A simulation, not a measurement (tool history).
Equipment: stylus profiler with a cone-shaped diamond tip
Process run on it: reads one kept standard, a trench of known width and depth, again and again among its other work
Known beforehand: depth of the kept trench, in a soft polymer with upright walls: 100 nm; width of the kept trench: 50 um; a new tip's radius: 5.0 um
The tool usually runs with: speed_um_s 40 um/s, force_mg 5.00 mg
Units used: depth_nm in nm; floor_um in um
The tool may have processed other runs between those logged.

run,hour,speed_um_s,force_mg,depth_nm,floor_um
1,0.0,40,5.00,100.88,47.77
2,42.9,26,5.00,100.88,47.81
3,71.8,26,5.00,100.94,47.84
4,106.1,20,5.00,100.91,47.84
5,132.9,20,5.43,100.97,47.80
6,177.7,20,5.43,100.93,47.77
7,223.8,20,5.43,100.94,47.77
8,281.6,20,5.43,100.97,47.79
9,318.1,20,5.43,100.93,47.83
10,362.8,20,5.43,100.93,47.84
11,413.3,20,5.43,100.90,47.79
12,469.9,20,5.43,100.93,47.79
13,496.9,20,5.43,100.91,47.79
14,554.2,113,5.00,100.84,47.52
15,586.9,113,5.00,100.86,47.52
16,637.2,113,5.00,100.85,47.47
17,693.5,113,5.00,100.83,47.49
18,741.4,40,6.15,101.00,47.65
19,771.7,40,6.15,100.91,47.66
20,796.9,40,5.00,100.75,47.66
21,827.8,40,5.00,100.75,47.74
22,887.2,40,5.00,101.11,47.74
23,918.2,40,5.00,101.11,47.68
24,968.8,120,13.88,102.13,47.61
25,997.8,31,11.33,101.86,47.76
26,1037.2,20,4.62,101.05,47.78
27,1070.2,92,5.00,101.08,47.48
28,1123.7,12,5.90,101.23,47.76
29,1174.7,41,14.66,102.20,47.76
30,1203.2,68,3.09,100.79,47.56
31,1241.3,20,2.28,100.65,47.70
32,1273.2,55,9.76,101.70,47.72
33,1301.3,55,9.76,101.68,47.68
34,1357.0,55,3.31,100.81,47.65
35,1384.9,86,8.31,101.47,47.60
36,1424.6,64,9.04,101.57,47.67
37,1468.3,96,4.38,100.94,47.46
38,1518.2,39,5.00,101.04,47.65
39,1565.7,39,5.00,101.03,47.61
40,1600.9,10,5.00,101.06,47.74
41,1643.2,71,6.78,101.27,47.54
42,1667.8,71,6.78,101.29,47.51
43,1715.3,43,2.64,100.71,47.56
44,1745.0,40,4.02,100.88,47.60
45,1768.8,28,3.15,100.75,47.60

Put back what was entered between runs (2 entries, withheld): which listed runs does each sit between, and how does the hidden state differ from the listed run before to the listed run after?
Runs 18 to 19: height scale calibrated on a step standard (hour 746.9)
  radius of the tip, um: 5.84 -> 5.85; height scale over the true one, %: -0.208 -> -0.293
  measured less the result without the state, depth_nm: -0.21 -> -0.30 nm; floor_um: -0.16 -> -0.17 um
Runs 21 to 22: height scale calibrated on a step standard, once more (hour 879.2)
  radius of the tip, um: 5.87 -> 5.89; height scale over the true one, %: -0.298 -> 0.063
  measured less the result without the state, depth_nm: -0.30 -> +0.06 nm; floor_um: -0.17 -> -0.17 um
